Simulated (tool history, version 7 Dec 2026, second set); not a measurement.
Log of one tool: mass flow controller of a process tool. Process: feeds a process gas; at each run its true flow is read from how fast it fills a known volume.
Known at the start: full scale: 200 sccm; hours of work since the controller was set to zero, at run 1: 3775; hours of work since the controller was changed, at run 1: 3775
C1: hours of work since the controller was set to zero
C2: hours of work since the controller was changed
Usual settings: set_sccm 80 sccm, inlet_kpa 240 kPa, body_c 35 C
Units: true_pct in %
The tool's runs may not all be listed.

{"run": 1, "hour": 0.0, "set_sccm": 80, "inlet_kpa": 240, "body_c": 35, "C1": 3775, "C2": 3775, "true_pct": 99.25}
{"run": 2, "hour": 162.1, "set_sccm": 80, "inlet_kpa": 240, "body_c": 35, "C1": 3877, "C2": 3877, "true_pct": 99.19}
{"run": 3, "hour": 406.2, "set_sccm": 80, "inlet_kpa": 240, "body_c": 35, "C1": 4030, "C2": 4030, "true_pct": 99.19}
{"run": 4, "hour": 663.7, "set_sccm": 80, "inlet_kpa": 240, "body_c": 35, "C1": 4191, "C2": 4191, "true_pct": 99.07}
{"run": 5, "hour": 964.8, "set_sccm": 27, "inlet_kpa": 240, "body_c": 35, "C1": 4379, "C2": 4379, "true_pct": 98.59}
{"run": 6, "hour": 1244.7, "set_sccm": 27, "inlet_kpa": 240, "body_c": 35, "C1": 4554, "C2": 4554, "true_pct": 98.48}
{"run": 7, "hour": 1470.6, "set_sccm": 27, "inlet_kpa": 240, "body_c": 35, "C1": 4696, "C2": 4696, "true_pct": 98.61}
{"run": 8, "hour": 1660.5, "set_sccm": 27, "inlet_kpa": 240, "body_c": 35, "C1": 4814, "C2": 4814, "true_pct": 98.61}
{"run": 9, "hour": 1941.4, "set_sccm": 27, "inlet_kpa": 240, "body_c": 35, "C1": 4990, "C2": 4990, "true_pct": 98.76}
{"run": 10, "hour": 2233.2, "set_sccm": 27, "inlet_kpa": 240, "body_c": 35, "C1": 5173, "C2": 5173, "true_pct": 98.7}
{"run": 11, "hour": 2520.4, "set_sccm": 27, "inlet_kpa": 240, "body_c": 35, "C1": 5352, "C2": 5352, "true_pct": 98.62}
{"run": 12, "hour": 2802.4, "set_sccm": 27, "inlet_kpa": 240, "body_c": 35, "C1": 5529, "C2": 5529, "true_pct": 98.56}
{"run": 13, "hour": 2999.9, "set_sccm": 27, "inlet_kpa": 240, "body_c": 35, "C1": 5652, "C2": 5652, "true_pct": 98.53}
{"run": 14, "hour": 3162.1, "set_sccm": 27, "inlet_kpa": 240, "body_c": 35, "C1": 5754, "C2": 5754, "true_pct": 98.59}
{"run": 15, "hour": 3390.6, "set_sccm": 27, "inlet_kpa": 240, "body_c": 35, "C1": 5897, "C2": 5897, "true_pct": 98.66}
{"run": 16, "hour": 3675.2, "set_sccm": 29, "inlet_kpa": 221, "body_c": 29, "C1": 6075, "C2": 6075, "true_pct": 98.26}
{"run": 17, "hour": 3912.2, "set_sccm": 29, "inlet_kpa": 221, "body_c": 29, "C1": 6223, "C2": 6223, "true_pct": 98.3}
{"run": 18, "hour": 4168.9, "set_sccm": 80, "inlet_kpa": 150, "body_c": 23, "C1": 6384, "C2": 6384, "true_pct": 98.65}
{"run": 19, "hour": 4296.7, "set_sccm": 80, "inlet_kpa": 150, "body_c": 23, "C1": 6464, "C2": 6464, "true_pct": 98.77}
{"run": 20, "hour": 4494.8, "set_sccm": 74, "inlet_kpa": 230, "body_c": 28, "C1": 6588, "C2": 6588, "true_pct": 98.64}
{"run": 21, "hour": 4790.8, "set_sccm": 80, "inlet_kpa": 145, "body_c": 21, "C1": 6773, "C2": 6773, "true_pct": 98.61}
{"run": 22, "hour": 5056.5, "set_sccm": 25, "inlet_kpa": 231, "body_c": 31, "C1": 6939, "C2": 6939, "true_pct": 98.41}
{"run": 23, "hour": 5346.4, "set_sccm": 24, "inlet_kpa": 237, "body_c": 24, "C1": 7121, "C2": 7121, "true_pct": 97.94}
{"run": 24, "hour": 5643.5, "set_sccm": 80, "inlet_kpa": 186, "body_c": 35, "C1": 7307, "C2": 7307, "true_pct": 99.51}
{"hour": 5688.0, "done": "controller's zero set anew"}
{"run": 25, "hour": 5798.8, "set_sccm": 22, "inlet_kpa": 186, "body_c": 32, "C1": 69, "C2": 7403, "true_pct": 98.72}
{"run": 26, "hour": 5951.4, "set_sccm": 102, "inlet_kpa": 200, "body_c": 24, "C1": 165, "C2": 7499, "true_pct": 98.74}
{"run": 27, "hour": 6183.8, "set_sccm": 102, "inlet_kpa": 200, "body_c": 24, "C1": 310, "C2": 7644, "true_pct": 98.96}

Forecast each of these 3 alternatives for the next run:
{"run": "A", "hour": 6318.0, "set_sccm": 131, "inlet_kpa": 217, "body_c": 35, "C1": 394, "C2": 7728, "true_pct": "?"}
{"run": "B", "hour": 6318.0, "set_sccm": 137, "inlet_kpa": 266, "body_c": 25, "C1": 394, "C2": 7728, "true_pct": "?"}
{"run": "C", "hour": 6318.0, "set_sccm": 80, "inlet_kpa": 240, "body_c": 21, "C1": 394, "C2": 7728, "true_pct": "?"}

run=A true_pct=99.8
run=B true_pct=98.96
run=C true_pct=98.29
Without the tool's hidden state the same runs would have given:
run=A true_pct=99.81
run=B true_pct=98.96
run=C true_pct=98.29
